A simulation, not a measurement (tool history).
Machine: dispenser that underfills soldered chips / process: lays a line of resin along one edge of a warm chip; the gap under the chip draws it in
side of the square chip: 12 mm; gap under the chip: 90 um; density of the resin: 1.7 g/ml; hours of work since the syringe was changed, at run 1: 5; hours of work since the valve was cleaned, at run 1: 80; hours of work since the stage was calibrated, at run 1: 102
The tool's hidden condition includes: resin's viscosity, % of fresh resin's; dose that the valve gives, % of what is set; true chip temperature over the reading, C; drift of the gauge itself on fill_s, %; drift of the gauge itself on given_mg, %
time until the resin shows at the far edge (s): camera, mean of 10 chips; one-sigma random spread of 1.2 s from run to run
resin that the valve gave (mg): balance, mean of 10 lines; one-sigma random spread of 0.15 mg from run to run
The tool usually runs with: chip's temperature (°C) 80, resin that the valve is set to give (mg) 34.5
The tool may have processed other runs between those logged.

run	hour	chip's temperature (°C)	resin that the valve is set to give (mg)	hours of work since the syringe was changed	hours of work since the valve was cleaned	hours of work since the stage was calibrated	time until the resin shows at the far edge (s)	resin that the valve gave (mg)
1	0	80	34.5	5	80	102	171.4	31.94
2	3	80	42.4	6	82	104	189.6	39.13
3	7	80	42.4	9	84	107	227	38.94
# hour 9.5: new syringe of resin
4	11.2	80	42.4	1	87	109	124.2	38.86
5	14.5	80	42.4	3	89	111	143.8	38.61
6	19	80	42.4	6	91	114	181.3	38.73
7	23.1	80	42.4	8	94	116	217.1	38.67
# hour 26.7: new syringe of resin
8	27.2	80	34.5	0	96	118	117.1	31.32
9	29.7	80	34.5	2	98	120	135	31.25
10	35.4	80	34.5	5	101	123	178.4	31.23
11	40	80	34.5	8	104	126	222.3	31.01
12	42.8	72	34.5	10	105	128	341.3	31.07
# hour 43.8: new syringe of resin
13	47.3	93	34.5	2	108	130	87.5	30.92
14	50.2	79	35.8	4	110	132	168.6	32.15
15	55.8	77	37.6	7	113	135	237.7	33.38
# hour 59.3: dispensing valve cleaned and set on the balance
# hour 61.8: new syringe of resin
16	62.1	94	30.8	0	1	138	70.5	30.59
17	65.2	94	30.8	2	3	140	84	30.56

Below, each run's measurement less what the same run would have read without the hidden state. Both values contain the same run-to-run variation, but the gauge's scatter may not be the same in both:
run	time until the resin shows at the far edge (s)	resin that the valve gave (mg)
1	+53.3	-2.66
2	+76.3	-3.34
3	+115.3	-3.42
4	+8.8	-3.53
5	+30.6	-3.6
6	+66.6	-3.72
7	+105	-3.82
8	+2	-3.19
9	+17.9	-3.23
10	+61.7	-3.34
11	+106.2	-3.42
12	+185.3	-3.49
13	+15.7	-3.57
14	+48.4	-3.78
15	+108.9	-4.08
16	-0.3	-0.03
17	+11.5	-0.09

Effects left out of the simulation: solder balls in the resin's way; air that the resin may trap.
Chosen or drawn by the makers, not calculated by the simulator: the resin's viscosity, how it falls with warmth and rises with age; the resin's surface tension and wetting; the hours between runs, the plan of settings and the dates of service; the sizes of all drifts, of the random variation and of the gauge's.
